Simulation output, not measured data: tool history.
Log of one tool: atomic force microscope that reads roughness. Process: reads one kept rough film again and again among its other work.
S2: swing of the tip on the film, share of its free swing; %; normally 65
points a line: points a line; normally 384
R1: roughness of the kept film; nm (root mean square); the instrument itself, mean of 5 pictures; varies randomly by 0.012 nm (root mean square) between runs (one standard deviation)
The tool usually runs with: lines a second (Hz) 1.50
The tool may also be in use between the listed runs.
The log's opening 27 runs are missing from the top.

{"run": 28, "day": 29.804, "lines a second (Hz)": 1.5, "S2": 86, "points a line": 334, "R1": 2.369}
{"run": 29, "day": 30.617, "lines a second (Hz)": 1.5, "S2": 59, "points a line": 384, "R1": 2.566}
{"day": 31.738, "done": "new tip fitted"}
{"run": 30, "day": 31.738, "lines a second (Hz)": 0.63, "S2": 59, "points a line": 840, "R1": 3.05}
{"run": 31, "day": 32.9, "lines a second (Hz)": 0.63, "S2": 59, "points a line": 890, "R1": 2.796}
{"run": 32, "day": 33.633, "lines a second (Hz)": 1.5, "S2": 59, "points a line": 621, "R1": 2.565}
{"run": 33, "day": 34.596, "lines a second (Hz)": 0.89, "S2": 59, "points a line": 278, "R1": 2.388}
{"day": 34.929, "done": "new tip fitted"}
{"day": 35.712, "done": "height scale calibrated on a step standard, once more"}
{"run": 34, "day": 35.912, "lines a second (Hz)": 1.13, "S2": 75, "points a line": 628, "R1": 2.621}
{"run": 35, "day": 37.321, "lines a second (Hz)": 3.18, "S2": 65, "points a line": 512, "R1": 2.255}
{"day": 38.133, "done": "new tip fitted"}
{"run": 36, "day": 38.471, "lines a second (Hz)": 3.18, "S2": 65, "points a line": 512, "R1": 2.667}
{"run": 37, "day": 39.354, "lines a second (Hz)": 1.41, "S2": 62, "points a line": 307, "R1": 2.613}
{"run": 38, "day": 40.2, "lines a second (Hz)": 1.41, "S2": 62, "points a line": 598, "R1": 2.486}
{"run": 39, "day": 40.871, "lines a second (Hz)": 1.5, "S2": 65, "points a line": 913, "R1": 2.35}
{"day": 41.321, "done": "new tip fitted"}
{"run": 40, "day": 41.996, "lines a second (Hz)": 1.5, "S2": 64, "points a line": 913, "R1": 2.741}

5 ways to go on from here, each from the tool as it stands after run 40. What would each give?
{"run": "A", "day": 43.233, "lines a second (Hz)": 1.5, "S2": 65, "points a line": 592, "R1": "?"}
{"run": "B", "day": 43.233, "lines a second (Hz)": 1.5, "S2": 60, "points a line": 505, "R1": "?"}
{"run": "C", "day": 43.233, "lines a second (Hz)": 0.67, "S2": 58, "points a line": 384, "R1": "?"}
{"run": "D", "day": 43.233, "lines a second (Hz)": 0.67, "S2": 65, "points a line": 384, "R1": "?"}
{"run": "E", "day": 43.233, "lines a second (Hz)": 2.02, "S2": 87, "points a line": 986, "R1": "?"}

run=A R1=2.496
run=B R1=2.535
run=C R1=2.539
run=D R1=2.536
run=E R1=2.128
Without the tool's unlogged condition, the same runs would have read:
run=A R1=2.925
run=B R1=2.971
run=C R1=2.976
run=D R1=2.974
run=E R1=2.494
